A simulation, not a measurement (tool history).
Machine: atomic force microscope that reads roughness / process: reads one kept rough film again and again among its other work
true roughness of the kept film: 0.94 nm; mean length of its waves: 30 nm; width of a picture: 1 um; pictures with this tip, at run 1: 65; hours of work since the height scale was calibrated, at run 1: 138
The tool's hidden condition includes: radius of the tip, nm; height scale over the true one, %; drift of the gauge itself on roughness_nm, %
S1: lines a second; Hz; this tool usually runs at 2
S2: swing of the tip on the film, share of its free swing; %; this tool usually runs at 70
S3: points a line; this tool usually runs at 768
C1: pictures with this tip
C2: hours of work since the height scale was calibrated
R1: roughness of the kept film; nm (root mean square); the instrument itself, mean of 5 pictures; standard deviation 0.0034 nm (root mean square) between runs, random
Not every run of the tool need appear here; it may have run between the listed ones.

| run | day | S1 | S2 | S3 | C1 | C2 | R1 |
|---|---|---|---|---|---|---|---|
| 1 | 0 | 2 | 70 | 768 | 65 | 138 | 0.853 |
| 2 | 1.921 | 2 | 70 | 768 | 169 | 170 | 0.852 |
|  | 2.592 | new tip fitted |
| 3 | 3.808 | 2 | 70 | 632 | 66 | 201 | 0.853 |
| 4 | 5.521 | 2 | 70 | 632 | 158 | 230 | 0.855 |
|  | 6.192 | new tip fitted |
| 5 | 6.95 | 2 | 70 | 768 | 41 | 254 | 0.853 |
| 6 | 8.683 | 2 | 70 | 768 | 134 | 283 | 0.852 |
|  | 9.771 | new tip fitted |
| 7 | 11.179 | 2 | 70 | 768 | 76 | 324 | 0.857 |
|  | 13.446 | new tip fitted |
| 8 | 13.504 | 2 | 70 | 768 | 3 | 362 | 0.853 |
| 9 | 16.079 | 2 | 82 | 586 | 142 | 405 | 0.823 |
|  | 17.092 | new tip fitted |
| 10 | 17.296 | 0.93 | 76 | 587 | 11 | 425 | 0.864 |
| 11 | 20.133 | 2.16 | 68 | 418 | 164 | 473 | 0.855 |
|  | 20.75 | new tip fitted |
| 12 | 21.7 | 2.16 | 68 | 418 | 51 | 499 | 0.854 |
| 13 | 23.458 | 2.59 | 84 | 285 | 146 | 528 | 0.781 |
|  | 24.35 | new tip fitted |
| 14 | 24.983 | 0.66 | 74 | 740 | 34 | 553 | 0.881 |
| 15 | 26.883 | 2 | 70 | 664 | 137 | 585 | 0.857 |

Consider 4 possible next runs. They are alternatives, not a sequence: every one starts from the tool as it was left by run 15. What does each give?
|  | 27.896 | new tip fitted |
| A | 29.629 | 0.97 | 74 | 664 | 94 | 631 | ? |
|  | 27.896 | new tip fitted |
| B | 29.629 | 1.41 | 70 | 335 | 94 | 631 | ? |
|  | 27.896 | new tip fitted |
| C | 29.629 | 1.13 | 70 | 664 | 94 | 631 | ? |
|  | 27.896 | new tip fitted |
| D | 29.629 | 0.81 | 89 | 768 | 94 | 631 | ? |

| run | R1 |
|---|---|
| A | 0.873 |
| B | 0.859 |
| C | 0.874 |
| D | 0.854 |
Stripped of hidden state, with their random variation kept, the same runs would have yielded:
| run | R1 |
|---|---|
| A | 0.873 |
| B | 0.86 |
| C | 0.874 |
| D | 0.854 |
